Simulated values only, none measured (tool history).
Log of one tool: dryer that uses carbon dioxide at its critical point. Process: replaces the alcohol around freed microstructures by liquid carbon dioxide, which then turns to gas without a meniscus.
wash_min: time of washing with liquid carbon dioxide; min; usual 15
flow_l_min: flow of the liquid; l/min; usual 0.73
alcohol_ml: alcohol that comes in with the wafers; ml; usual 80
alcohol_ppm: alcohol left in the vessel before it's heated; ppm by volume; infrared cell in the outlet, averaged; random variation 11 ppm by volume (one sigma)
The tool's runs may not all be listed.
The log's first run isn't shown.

run   hour  wash_min  flow_l_min  alcohol_ml  alcohol_ppm
  2   22.6        15        0.73          80         1037
  3   33.2        15        0.73          80         1097
  4   53.2        15       0.461          80         4460
  5   70.4        15       0.792          80          847
  6   87.3        15        0.73          80         1205
  7  107.2        15        0.73          34          540
  8  123.1        15       0.521          80         3534
  9  141.6        15       0.521          80         3695
     148.7  -- inlet filter changed
 10  160.1        24        0.73          80           83
 11  185.1        15        0.73          80          747
 12  204.2        15        0.73          80          755
 13  216.8        15        0.73          80          805
 14  238.5        15        0.73          80          800
 15  261.9        15        0.73          80          839
 16  274.9        15        0.73          80          870
 17  285.3        15        0.73          80          872
 18  309.3        15        0.73          80          927
 19  323.5        15        0.73          80          953
 20  343.2        15        0.73          80          957
 21  366.5        15        0.73          80         1024
 22  390.8        15        0.73          80         1043
 23  408.4        15        0.73          80         1069
 24  432.1        15        0.73          80         1121

Run 25 comes next. What will it give?
 25  447.7        12        0.73          96            ?

{"run 25": {"alcohol_ppm": 2844}}
Without the tool's hidden state the same run would have given alcohol_ppm 1874 ppm by volume.
